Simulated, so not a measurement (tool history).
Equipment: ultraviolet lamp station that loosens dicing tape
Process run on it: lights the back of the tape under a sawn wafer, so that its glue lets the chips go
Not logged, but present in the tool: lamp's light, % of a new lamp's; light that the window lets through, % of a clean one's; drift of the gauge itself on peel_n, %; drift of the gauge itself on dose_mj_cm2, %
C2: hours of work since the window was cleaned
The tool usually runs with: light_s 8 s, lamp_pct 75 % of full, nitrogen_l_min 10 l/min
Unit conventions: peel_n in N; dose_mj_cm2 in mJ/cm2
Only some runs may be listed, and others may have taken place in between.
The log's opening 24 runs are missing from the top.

Run 25, day 41.067: usual settings but lamp_pct 89 % of full, nitrogen_l_min 4 l/min; hours of work of the lamp 337; C2 70. Result: peel_n 1.074 N, dose_mj_cm2 491 mJ/cm2.
Run 26, day 42.388: usual settings but lamp_pct 63 % of full, nitrogen_l_min 3 l/min; hours of work of the lamp 354; C2 86. Result: peel_n 2.307 N, dose_mj_cm2 348 mJ/cm2.
Run 27, day 44.079: usual settings but lamp_pct 69 % of full, nitrogen_l_min 5 l/min; hours of work of the lamp 375; C2 108. Result: peel_n 1.592 N, dose_mj_cm2 370 mJ/cm2.
Run 28, day 45.471: usual settings but lamp_pct 65 % of full, nitrogen_l_min 9 l/min; hours of work of the lamp 393; C2 125. Result: peel_n 1.284 N, dose_mj_cm2 346 mJ/cm2.
Run 29, day 46.625: usual settings but light_s 10 s, lamp_pct 65 % of full, nitrogen_l_min 9 l/min; hours of work of the lamp 408; C2 140. Result: peel_n 0.868 N, dose_mj_cm2 429 mJ/cm2.
Run 30, day 47.917: usual settings but light_s 13 s, lamp_pct 73 % of full, nitrogen_l_min 13 l/min; hours of work of the lamp 424; C2 156. Result: peel_n 0.357 N, dose_mj_cm2 616 mJ/cm2.
Run 31, day 49.779: usual settings but light_s 5 s, lamp_pct 81 % of full; hours of work of the lamp 448; C2 180. Result: peel_n 1.831 N, dose_mj_cm2 257 mJ/cm2.
Run 32, day 50.833: usual settings but nitrogen_l_min 4 l/min; hours of work of the lamp 461; C2 193. Result: peel_n 1.694 N, dose_mj_cm2 382 mJ/cm2.
Run 33, day 52.996: usual settings but nitrogen_l_min 4 l/min; hours of work of the lamp 488; C2 221. Result: peel_n 1.752 N, dose_mj_cm2 372 mJ/cm2.
Run 34, day 54.608: usual settings but lamp_pct 70 % of full, nitrogen_l_min 4 l/min; hours of work of the lamp 509; C2 241. Result: peel_n 1.932 N, dose_mj_cm2 341 mJ/cm2.
At day 55.262: window cleaned of glue's vapour.
Run 35, day 55.912: usual settings but light_s 14 s, lamp_pct 99 % of full, nitrogen_l_min 9 l/min; hours of work of the lamp 525; C2 8. Result: peel_n 0.254 N, dose_mj_cm2 870 mJ/cm2.
Run 36, day 57.550: usual settings but light_s 14 s, lamp_pct 99 % of full, nitrogen_l_min 9 l/min; hours of work of the lamp 546; C2 29. Result: peel_n 0.269 N, dose_mj_cm2 855 mJ/cm2.
Run 37, day 59.554: usual settings but lamp_pct 88 % of full, nitrogen_l_min 4 l/min; hours of work of the lamp 571; C2 54. Result: peel_n 1.470 N, dose_mj_cm2 433 mJ/cm2.
Run 38, day 60.675: usual settings but lamp_pct 88 % of full, nitrogen_l_min 4 l/min; hours of work of the lamp 585; C2 68. Result: peel_n 1.474 N, dose_mj_cm2 421 mJ/cm2.
At day 62.296: lamp changed.
Run 39, day 62.329: usual settings but lamp_pct 88 % of full, nitrogen_l_min 4 l/min; hours of work of the lamp 0; C2 89. Result: peel_n 0.884 N, dose_mj_cm2 564 mJ/cm2.
Run 40, day 63.571: usual settings but lamp_pct 88 % of full, nitrogen_l_min 4 l/min; hours of work of the lamp 16; C2 105. Result: peel_n 0.903 N, dose_mj_cm2 558 mJ/cm2.
Run 41, day 65.008: usual settings but lamp_pct 88 % of full, nitrogen_l_min 4 l/min; hours of work of the lamp 34; C2 123. Result: peel_n 0.910 N, dose_mj_cm2 558 mJ/cm2.
Run 42, day 66.208: usual settings but light_s 11 s; hours of work of the lamp 50; C2 138. Result: peel_n 0.364 N, dose_mj_cm2 652 mJ/cm2.

Below are 4 alternative next runs, each starting from the tool's condition after run 42. Predict each:
Run A, day 67.488: usual settings but lamp_pct 83 % of full, nitrogen_l_min 4 l/min; hours of work of the lamp 66; C2 154. Result: peel_n ?, dose_mj_cm2 ?.
Run B, day 67.488: usual settings but nitrogen_l_min 9 l/min; hours of work of the lamp 66; C2 154. Result: peel_n ?, dose_mj_cm2 ?.
Run C, day 67.488: usual settings but light_s 11 s, lamp_pct 62 % of full; hours of work of the lamp 66; C2 154. Result: peel_n ?, dose_mj_cm2 ?.
Run D, day 67.488: usual settings but light_s 11 s, lamp_pct 93 % of full; hours of work of the lamp 66; C2 154. Result: peel_n ?, dose_mj_cm2 ?.

run  peel_n  dose_mj_cm2
  A   1.061          516
  B   0.724          469
  C   0.511          529
  D   0.270          796
What these runs would have given with no unlogged condition in the tool:
run  peel_n  dose_mj_cm2
  A   0.950          549
  B   0.644          498
  C   0.456          562
  D   0.253          845

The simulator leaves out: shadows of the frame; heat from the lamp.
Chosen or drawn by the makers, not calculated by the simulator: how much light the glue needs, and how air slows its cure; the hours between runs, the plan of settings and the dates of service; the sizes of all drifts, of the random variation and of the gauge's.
